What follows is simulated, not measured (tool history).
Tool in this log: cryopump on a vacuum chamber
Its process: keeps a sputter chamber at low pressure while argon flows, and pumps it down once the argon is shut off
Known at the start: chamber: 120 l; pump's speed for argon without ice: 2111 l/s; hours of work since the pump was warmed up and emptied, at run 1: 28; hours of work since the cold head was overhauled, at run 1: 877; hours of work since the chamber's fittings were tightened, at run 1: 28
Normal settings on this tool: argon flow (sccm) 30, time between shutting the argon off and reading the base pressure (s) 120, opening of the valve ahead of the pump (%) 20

| run | hour | argon flow (sccm) | time between shutting the argon off and reading the base pressure (s) | opening of the valve ahead of the pump (%) | hours of work since the pump was warmed up and emptied | hours of work since the cold head was overhauled | hours of work since the chamber's fittings were tightened | pressure while argon flows (Pa) | pressure after the wait (uPa) |
|---|---|---|---|---|---|---|---|---|---|
| 1 | 0 | 30 | 120 | 20 | 28 | 877 | 28 | 0.1206 | 0.42 |
| 2 | 56.5 | 30 | 120 | 20 | 63 | 911 | 63 | 0.1217 | 0.5 |
| 3 | 167.8 | 30 | 120 | 20 | 130 | 978 | 130 | 0.1222 | 0.59 |
| 4 | 223.1 | 30 | 120 | 20 | 164 | 1012 | 164 | 0.1218 | 0.61 |
| 5 | 299.1 | 30 | 120 | 20 | 210 | 1058 | 210 | 0.1243 | 0.63 |
| 6 | 374.6 | 30 | 120 | 20 | 255 | 1104 | 255 | 0.1236 | 0.71 |
| 7 | 472.8 | 30 | 120 | 20 | 315 | 1163 | 315 | 0.125 | 0.8 |
| 8 | 538.1 | 30 | 120 | 20 | 354 | 1203 | 354 | 0.1245 | 0.79 |
| 9 | 601.1 | 30 | 120 | 20 | 393 | 1241 | 393 | 0.1258 | 0.87 |
| 10 | 692.1 | 30 | 120 | 20 | 448 | 1296 | 448 | 0.1259 | 0.96 |
| 11 | 765.9 | 30 | 120 | 20 | 492 | 1341 | 492 | 0.125 | 0.97 |
| 12 | 879.5 | 30 | 120 | 20 | 561 | 1410 | 561 | 0.1282 | 1.07 |
| 13 | 963.6 | 17 | 39 | 37 | 612 | 1461 | 612 | 0.0418 | 1.74 |
| 14 | 1062 | 17 | 39 | 37 | 672 | 1520 | 672 | 0.0425 | 1.84 |
| 15 | 1179.8 | 31 | 36 | 34 | 743 | 1592 | 743 | 0.0844 | 2.02 |
|  | 1232.4 | pump warmed up, emptied and cooled again |
| 16 | 1290.8 | 31 | 36 | 34 | 35 | 1656 | 807 | 0.0746 | 1.83 |
| 17 | 1348.9 | 30 | 31 | 23 | 71 | 1691 | 843 | 0.1051 | 1.93 |
| 18 | 1429.7 | 18 | 104 | 27 | 120 | 1740 | 891 | 0.0553 | 1.33 |
| 19 | 1537.9 | 18 | 104 | 27 | 185 | 1805 | 957 | 0.0559 | 1.5 |
| 20 | 1586.9 | 35 | 64 | 23 | 215 | 1835 | 987 | 0.1249 | 1.72 |
| 21 | 1670.6 | 26 | 127 | 23 | 265 | 1886 | 1037 | 0.0936 | 1.53 |
| 22 | 1779.1 | 26 | 127 | 23 | 331 | 1952 | 1103 | 0.0955 | 1.61 |

What will run 23 give?
| 23 | 1888.3 | 26 | 127 | 23 | 397 | 2018 | 1169 | ? | ? |

pressure while argon flows (Pa): 0.0956
pressure after the wait (uPa): 1.62
Minus the tool's unlogged condition, the same run would have read pressure while argon flows (Pa) 0.0905, pressure after the wait (uPa) 0.34.
